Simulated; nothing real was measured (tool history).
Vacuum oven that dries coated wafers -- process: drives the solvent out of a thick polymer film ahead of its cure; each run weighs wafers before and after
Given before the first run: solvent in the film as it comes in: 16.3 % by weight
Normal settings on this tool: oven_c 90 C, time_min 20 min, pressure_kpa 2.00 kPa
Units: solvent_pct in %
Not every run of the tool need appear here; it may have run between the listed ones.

| run | day | oven_c | time_min | pressure_kpa | solvent_pct |
|---|---|---|---|---|---|
| 1 | 0.000 | 90 | 20 | 2.00 | 2.20 |
| 2 | 2.979 | 90 | 20 | 2.00 | 2.19 |
| 3 | 5.546 | 90 | 20 | 2.00 | 2.25 |
|  | 6.779 | oven's thermocouples calibrated |
| 4 | 10.062 | 90 | 20 | 2.00 | 2.24 |
| 5 | 13.117 | 90 | 20 | 4.91 | 3.50 |
| 6 | 15.575 | 90 | 20 | 4.91 | 3.53 |
| 7 | 19.317 | 90 | 20 | 4.91 | 3.52 |
| 8 | 22.204 | 81 | 20 | 2.00 | 3.86 |
| 9 | 24.383 | 90 | 20 | 2.00 | 2.33 |
| 10 | 27.704 | 90 | 27 | 2.00 | 1.54 |
| 11 | 32.412 | 90 | 27 | 2.00 | 1.56 |
| 12 | 34.817 | 90 | 32 | 2.00 | 1.34 |
| 13 | 39.012 | 78 | 32 | 2.00 | 2.93 |
| 14 | 42.888 | 78 | 32 | 2.00 | 2.91 |
| 15 | 47.300 | 78 | 32 | 2.27 | 3.01 |
| 16 | 50.812 | 84 | 35 | 1.71 | 1.71 |
| 17 | 52.929 | 84 | 35 | 1.71 | 1.59 |
| 18 | 55.879 | 84 | 11 | 1.71 | 5.75 |
| 19 | 58.467 | 84 | 11 | 1.71 | 5.65 |
| 20 | 62.642 | 100 | 27 | 1.06 | 0.50 |
|  | 62.992 | oven's thermocouples calibrated |
| 21 | 65.521 | 76 | 21 | 2.00 | 4.92 |
| 22 | 70.421 | 101 | 21 | 5.47 | 2.03 |
| 23 | 73.925 | 97 | 20 | 4.18 | 2.19 |
| 24 | 76.658 | 76 | 31 | 3.03 | 4.05 |
| 25 | 81.138 | 95 | 19 | 3.39 | 2.19 |
| 26 | 83.621 | 90 | 20 | 2.01 | 2.29 |
| 27 | 85.879 | 90 | 11 | 2.00 | 4.48 |
| 28 | 89.142 | 90 | 11 | 2.00 | 4.50 |
| 29 | 93.442 | 96 | 20 | 2.00 | 1.52 |
| 30 | 96.196 | 96 | 20 | 2.00 | 1.53 |

Predict each of these 5 candidate next runs independently; none follows another, all start after run 30:
|  | 99.638 | vacuum gauge cleaned of residue and calibrated |
| A | 99.962 | 93 | 20 | 4.45 | ? |
|  | 99.638 | vacuum gauge cleaned of residue and calibrated |
| B | 99.962 | 85 | 29 | 4.48 | ? |
|  | 99.638 | vacuum gauge cleaned of residue and calibrated |
| C | 99.962 | 99 | 22 | 6.09 | ? |
|  | 99.638 | vacuum gauge cleaned of residue and calibrated |
| D | 99.962 | 85 | 32 | 4.54 | ? |
|  | 99.638 | vacuum gauge cleaned of residue and calibrated |
| E | 99.962 | 90 | 20 | 6.17 | ? |

| run | solvent_pct |
|---|---|
| A | 2.62 |
| B | 3.22 |
| C | 2.39 |
| D | 3.17 |
| E | 4.02 |
With no hidden state in the tool, these same runs would have given:
| run | solvent_pct |
|---|---|
| A | 2.63 |
| B | 3.24 |
| C | 2.40 |
| D | 3.19 |
| E | 4.04 |

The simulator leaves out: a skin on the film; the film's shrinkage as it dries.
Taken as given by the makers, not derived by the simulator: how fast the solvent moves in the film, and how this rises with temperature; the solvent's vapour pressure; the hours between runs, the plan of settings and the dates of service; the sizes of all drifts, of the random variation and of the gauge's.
